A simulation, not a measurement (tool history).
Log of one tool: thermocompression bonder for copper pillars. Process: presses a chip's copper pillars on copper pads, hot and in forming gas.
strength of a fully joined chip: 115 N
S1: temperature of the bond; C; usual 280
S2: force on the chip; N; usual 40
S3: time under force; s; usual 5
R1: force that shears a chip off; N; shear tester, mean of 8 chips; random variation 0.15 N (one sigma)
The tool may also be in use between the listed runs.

{"run": 1, "day": 0.0, "S1": 280, "S2": 40, "S3": 5, "R1": 45.3}
{"run": 2, "day": 1.162, "S1": 280, "S2": 40, "S3": 5, "R1": 45.4}
{"run": 3, "day": 1.933, "S1": 280, "S2": 40, "S3": 5, "R1": 45.3}
{"run": 4, "day": 2.546, "S1": 280, "S2": 40, "S3": 5, "R1": 45.2}
{"run": 5, "day": 3.479, "S1": 280, "S2": 40, "S3": 5, "R1": 45.1}
{"run": 6, "day": 4.108, "S1": 280, "S2": 40, "S3": 5, "R1": 45.3}
{"run": 7, "day": 5.258, "S1": 261, "S2": 40, "S3": 5, "R1": 32.5}
{"run": 8, "day": 5.892, "S1": 252, "S2": 40, "S3": 5, "R1": 27.5}
{"run": 9, "day": 7.071, "S1": 252, "S2": 40, "S3": 5, "R1": 27.4}
{"run": 10, "day": 7.725, "S1": 280, "S2": 40, "S3": 5, "R1": 44.7}
{"run": 11, "day": 8.767, "S1": 280, "S2": 40, "S3": 5, "R1": 44.7}
{"run": 12, "day": 10.196, "S1": 280, "S2": 40, "S3": 5, "R1": 44.4}
{"run": 13, "day": 11.458, "S1": 280, "S2": 40, "S3": 5, "R1": 44.5}
{"day": 11.588, "done": "force cell calibrated"}
{"run": 14, "day": 12.758, "S1": 254, "S2": 40, "S3": 5, "R1": 28.0}
{"run": 15, "day": 13.483, "S1": 280, "S2": 40, "S3": 5, "R1": 43.9}
{"run": 16, "day": 14.071, "S1": 280, "S2": 40, "S3": 5, "R1": 44.1}
{"run": 17, "day": 15.529, "S1": 280, "S2": 40, "S3": 5, "R1": 43.8}
{"day": 16.3, "done": "forming gas filter changed"}
{"run": 18, "day": 16.617, "S1": 280, "S2": 40, "S3": 5, "R1": 47.0}
{"run": 19, "day": 17.254, "S1": 280, "S2": 49, "S3": 5, "R1": 53.9}
{"day": 18.008, "done": "force cell calibrated, once more"}
{"run": 20, "day": 18.275, "S1": 256, "S2": 48, "S3": 3, "R1": 30.1}
{"run": 21, "day": 19.525, "S1": 307, "S2": 27, "S3": 15, "R1": 76.8}
{"run": 22, "day": 20.696, "S1": 299, "S2": 43, "S3": 6, "R1": 69.0}
{"run": 23, "day": 21.908, "S1": 299, "S2": 43, "S3": 6, "R1": 69.0}
{"run": 24, "day": 23.238, "S1": 299, "S2": 43, "S3": 6, "R1": 69.3}
{"run": 25, "day": 24.55, "S1": 299, "S2": 43, "S3": 6, "R1": 68.6}
{"run": 26, "day": 25.146, "S1": 293, "S2": 43, "S3": 6, "R1": 63.6}
{"run": 27, "day": 25.958, "S1": 286, "S2": 43, "S3": 6, "R1": 58.5}
{"run": 28, "day": 26.992, "S1": 295, "S2": 37, "S3": 3, "R1": 46.8}
{"run": 29, "day": 28.025, "S1": 295, "S2": 37, "S3": 3, "R1": 46.6}
{"run": 30, "day": 29.15, "S1": 280, "S2": 29, "S3": 13, "R1": 54.1}
{"run": 31, "day": 30.162, "S1": 280, "S2": 35, "S3": 13, "R1": 60.9}
{"run": 32, "day": 30.812, "S1": 280, "S2": 35, "S3": 13, "R1": 60.6}
{"run": 33, "day": 31.733, "S1": 250, "S2": 40, "S3": 8, "R1": 34.6}
{"run": 34, "day": 32.954, "S1": 250, "S2": 40, "S3": 8, "R1": 34.3}
{"run": 35, "day": 34.254, "S1": 279, "S2": 40, "S3": 4, "R1": 42.7}
{"run": 36, "day": 35.525, "S1": 267, "S2": 40, "S3": 9, "R1": 48.1}
{"run": 37, "day": 36.779, "S1": 267, "S2": 40, "S3": 9, "R1": 47.9}

Some steps in R1 between neighbouring runs. How much of each would the tool show without its hidden state too (settings, what came in, random variation), and how much is left for the hidden state, with any gauge scatter that isn't in both results?
The hidden state here: true temperature of the bond over the reading, C; force that reaches the chip, % of what is set; oxide that the forming gas leaves, % of the face; drift of the gauge itself on shear_n, %.
Run 14 -> 15: S1 254 -> 280. R1 +15.9 N: hidden state -0.7, all else +16.6.
Run 17 -> 18: forming gas filter changed. R1 +3.2 N: hidden state +3.0, all else +0.2.
Run 19 -> 20: S1 280 -> 256, S2 49 -> 48, S3 5 -> 3, force cell calibrated, once more. R1 -23.8 N: hidden state +0.5, all else -24.3.
Run 20 -> 21: S1 256 -> 307, S2 48 -> 27, S3 3 -> 15. R1 +46.7 N: hidden state +0.7, all else +46.0.
Run 32 -> 33: S1 280 -> 250, S2 35 -> 40, S3 13 -> 8. R1 -26.0 N: hidden state +0.0, all else -26.0.
